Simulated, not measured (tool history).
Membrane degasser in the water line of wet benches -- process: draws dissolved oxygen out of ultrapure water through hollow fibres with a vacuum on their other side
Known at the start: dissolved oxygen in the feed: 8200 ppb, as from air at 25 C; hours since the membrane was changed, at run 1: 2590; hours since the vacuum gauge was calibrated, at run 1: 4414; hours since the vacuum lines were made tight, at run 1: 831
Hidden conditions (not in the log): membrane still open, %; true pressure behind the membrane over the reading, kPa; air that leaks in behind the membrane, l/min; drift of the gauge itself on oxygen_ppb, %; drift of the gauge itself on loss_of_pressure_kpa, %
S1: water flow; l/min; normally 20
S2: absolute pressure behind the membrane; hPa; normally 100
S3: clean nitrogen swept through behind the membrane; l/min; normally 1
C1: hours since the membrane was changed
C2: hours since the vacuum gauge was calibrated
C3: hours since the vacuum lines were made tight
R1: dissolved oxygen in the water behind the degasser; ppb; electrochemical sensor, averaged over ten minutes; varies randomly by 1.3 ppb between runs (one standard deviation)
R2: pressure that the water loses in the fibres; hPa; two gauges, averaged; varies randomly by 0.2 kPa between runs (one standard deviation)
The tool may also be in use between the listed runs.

| run | day | S1 | S2 | S3 | C1 | C2 | C3 | R1 | R2 |
|---|---|---|---|---|---|---|---|---|---|
| 1 | 0.000 | 20 | 100 | 1 | 2590 | 4414 | 831 | 314.9 | 435.6 |
| 2 | 5.258 | 20 | 100 | 1 | 2716 | 4540 | 957 | 314.8 | 441.8 |
| 3 | 8.612 | 20 | 100 | 1 | 2796 | 4621 | 1038 | 316.2 | 438.0 |
| 4 | 13.633 | 20 | 100 | 1 | 2917 | 4741 | 1158 | 316.1 | 438.8 |
| 5 | 17.308 | 29 | 100 | 1 | 3005 | 4829 | 1246 | 441.5 | 632.3 |
| 6 | 23.488 | 27 | 100 | 1 | 3153 | 4977 | 1395 | 418.0 | 586.9 |
| 7 | 28.371 | 20 | 192 | 1 | 3271 | 5095 | 1512 | 687.5 | 436.4 |

Expected results for the next run?
| 8 | 32.779 | 20 | 192 | 1 | 3376 | 5200 | 1618 | ? | ? |

{"run 8": {"R1": 684.2, "R2": 432.4}}
Without the tool's hidden state the same run would have given R1 681.2 ppb, R2 432.2 hPa.
